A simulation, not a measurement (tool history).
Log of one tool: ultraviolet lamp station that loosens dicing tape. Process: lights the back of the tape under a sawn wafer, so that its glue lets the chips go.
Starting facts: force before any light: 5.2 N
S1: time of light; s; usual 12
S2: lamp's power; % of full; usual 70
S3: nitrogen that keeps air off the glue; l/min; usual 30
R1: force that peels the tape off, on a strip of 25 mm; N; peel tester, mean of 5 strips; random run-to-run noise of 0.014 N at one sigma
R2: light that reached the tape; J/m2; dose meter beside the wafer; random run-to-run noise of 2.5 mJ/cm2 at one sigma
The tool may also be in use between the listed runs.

run,hour,S1,S2,S3,R1,R2
1,0,12,70,30,0.782,2590
2,13.6,12,70,30,0.794,2590
3,24.4,12,70,30,0.789,2560
4,38.8,12,70,12,1.101,2580
5,48.8,12,70,30,0.766,2560
6,70.2,12,70,30,0.793,2560
7,85.3,12,70,30,0.765,2540
8,107.5,12,70,30,0.828,2520
9,126.9,18,70,30,0.433,3770
10,140.7,22,70,30,0.328,4570
11,156.6,22,70,30,0.322,4630
12,175.4,22,70,30,0.326,4650
13,187.3,22,78,24,0.301,5080
14,200.7,18,70,43,0.382,3760
15,218.3,23,61,36,0.345,4160
16,238.2,21,74,30,0.347,4560
17,255.2,21,74,30,0.338,4580
18,267.3,13,72,30,0.706,2760
19,289.5,12,66,52,0.771,2280
20,304.4,12,66,52,0.793,2300
21,325.5,11,70,50,0.852,2220
22,340.4,11,70,50,0.849,2250
23,362.1,13,64,58,0.757,2370

Consider 4 possible next runs. They are alternatives, not a sequence: every one starts from the tool as it was left by run 23. What does each give?
# hour 379.5: window cleaned of glue's vapour
A,383.2,13,88,58,?,?
# hour 379.5: window cleaned of glue's vapour
B,383.2,9,67,60,?,?
# hour 379.5: window cleaned of glue's vapour
C,383.2,12,70,23,?,?
# hour 379.5: window cleaned of glue's vapour
D,383.2,12,64,11,?,?

run,R1,R2
A,0.359,3750
B,0.966,1960
C,0.761,2770
D,1.135,2540
What these runs would have given with no unlogged condition in the tool:
run,R1,R2
A,0.336,3940
B,0.899,2050
C,0.704,2900
D,1.063,2670
